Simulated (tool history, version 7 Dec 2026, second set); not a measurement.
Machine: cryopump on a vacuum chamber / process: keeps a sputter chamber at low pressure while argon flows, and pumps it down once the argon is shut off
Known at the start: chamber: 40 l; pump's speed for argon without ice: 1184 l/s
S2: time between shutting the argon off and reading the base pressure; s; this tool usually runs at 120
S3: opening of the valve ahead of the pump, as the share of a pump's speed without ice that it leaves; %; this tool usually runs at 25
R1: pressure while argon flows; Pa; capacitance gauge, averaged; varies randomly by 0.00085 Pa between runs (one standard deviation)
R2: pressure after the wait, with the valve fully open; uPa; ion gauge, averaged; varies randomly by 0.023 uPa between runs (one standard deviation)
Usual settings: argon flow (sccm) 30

Run 1, hour 0.0: usual settings. Result: R1 0.1758 Pa, R2 1.06 uPa.
Run 2, hour 17.2: usual settings. Result: R1 0.1757 Pa, R2 1.04 uPa.
Run 3, hour 26.3: usual settings. Result: R1 0.1767 Pa, R2 1.00 uPa.
Run 4, hour 35.9: usual settings but S2 21 s. Result: R1 0.1758 Pa, R2 3.80 uPa.
Run 5, hour 45.0: usual settings but S2 21 s. Result: R1 0.1774 Pa, R2 3.71 uPa.
Run 6, hour 57.4: usual settings but S3 18 %. Result: R1 0.2424 Pa, R2 1.03 uPa.
Run 7, hour 73.1: usual settings but S2 59 s. Result: R1 0.1781 Pa, R2 1.69 uPa.
Run 8, hour 84.6: usual settings but S2 59 s. Result: R1 0.1762 Pa, R2 1.60 uPa.
Run 9, hour 95.4: usual settings but S2 30 s. Result: R1 0.1768 Pa, R2 2.75 uPa.
Run 10, hour 109.3: usual settings but S2 30 s. Result: R1 0.1753 Pa, R2 2.78 uPa.
Run 11, hour 126.3: usual settings but S2 30 s. Result: R1 0.1776 Pa, R2 2.74 uPa.
Run 12, hour 142.6: usual settings. Result: R1 0.1786 Pa, R2 1.08 uPa.
Run 13, hour 161.1: usual settings. Result: R1 0.1785 Pa, R2 1.09 uPa.
Run 14, hour 173.0: usual settings but argon flow (sccm) 42. Result: R1 0.2495 Pa, R2 1.10 uPa.
Run 15, hour 192.4: usual settings. Result: R1 0.1798 Pa, R2 1.09 uPa.
Run 16, hour 201.8: usual settings. Result: R1 0.1783 Pa, R2 1.13 uPa.
Run 17, hour 215.9: usual settings but S2 62 s. Result: R1 0.1787 Pa, R2 1.66 uPa.
Run 18, hour 225.2: usual settings but S2 62 s. Result: R1 0.1786 Pa, R2 1.64 uPa.
Run 19, hour 242.6: usual settings but argon flow (sccm) 50, S2 207 s, S3 34 %. Result: R1 0.2219 Pa, R2 0.88 uPa.
Run 20, hour 256.1: usual settings but argon flow (sccm) 50, S2 207 s, S3 34 %. Result: R1 0.2216 Pa, R2 0.92 uPa.
Run 21, hour 271.2: usual settings but argon flow (sccm) 50, S2 207 s, S3 34 %. Result: R1 0.2236 Pa, R2 0.86 uPa.
Run 22, hour 290.6: usual settings but argon flow (sccm) 25. Result: R1 0.1506 Pa, R2 1.14 uPa.
Run 23, hour 303.2: usual settings but argon flow (sccm) 21. Result: R1 0.1274 Pa, R2 1.09 uPa.
Run 24, hour 318.6: usual settings but argon flow (sccm) 21. Result: R1 0.1255 Pa, R2 1.09 uPa.
At hour 324.7: pump warmed up, emptied and cooled again.
Run 25, hour 342.2: usual settings but argon flow (sccm) 21, S2 74 s. Result: R1 0.1199 Pa, R2 1.42 uPa.
Run 26, hour 358.8: usual settings but argon flow (sccm) 19, S2 25 s, S3 40 %. Result: R1 0.0692 Pa, R2 3.31 uPa.
Run 27, hour 369.0: usual settings but argon flow (sccm) 19, S2 293 s, S3 60 %. Result: R1 0.0452 Pa, R2 0.76 uPa.
Run 28, hour 383.6: usual settings but S2 76 s. Result: R1 0.1734 Pa, R2 1.40 uPa.
Run 29, hour 392.3: usual settings but argon flow (sccm) 26. Result: R1 0.1485 Pa, R2 1.09 uPa.
Run 30, hour 407.9: usual settings but argon flow (sccm) 25, S2 52 s, S3 32 %. Result: R1 0.1118 Pa, R2 1.83 uPa.
Run 31, hour 426.3: usual settings but argon flow (sccm) 25, S2 52 s, S3 32 %. Result: R1 0.1139 Pa, R2 1.82 uPa.
Run 32, hour 437.4: usual settings but argon flow (sccm) 14, S3 17 %. Result: R1 0.1169 Pa, R2 1.12 uPa.
Run 33, hour 455.6: usual settings but argon flow (sccm) 14, S3 46 %. Result: R1 0.0450 Pa, R2 1.10 uPa.
Run 34, hour 465.0: usual settings but argon flow (sccm) 14, S3 46 %. Result: R1 0.0438 Pa, R2 1.09 uPa.

Alternative continuations, all from the tool just after run 34; predict every row:
Run A, hour 480.5: usual settings but argon flow (sccm) 15, S3 18 %. Result: R1 ?, R2 ?.
Run B, hour 480.5: usual settings but argon flow (sccm) 52, S3 46 %. Result: R1 ?, R2 ?.
Run C, hour 480.5: usual settings but S2 183 s, S3 19 %. Result: R1 ?, R2 ?.

run      R1    R2
  A  0.1199  1.12
  B  0.1655  1.10
  C  0.2266  0.92
What these runs would have given with no unlogged condition in the tool:
run      R1    R2
  A  0.1188  0.84
  B  0.1617  0.82
  C  0.2244  0.64

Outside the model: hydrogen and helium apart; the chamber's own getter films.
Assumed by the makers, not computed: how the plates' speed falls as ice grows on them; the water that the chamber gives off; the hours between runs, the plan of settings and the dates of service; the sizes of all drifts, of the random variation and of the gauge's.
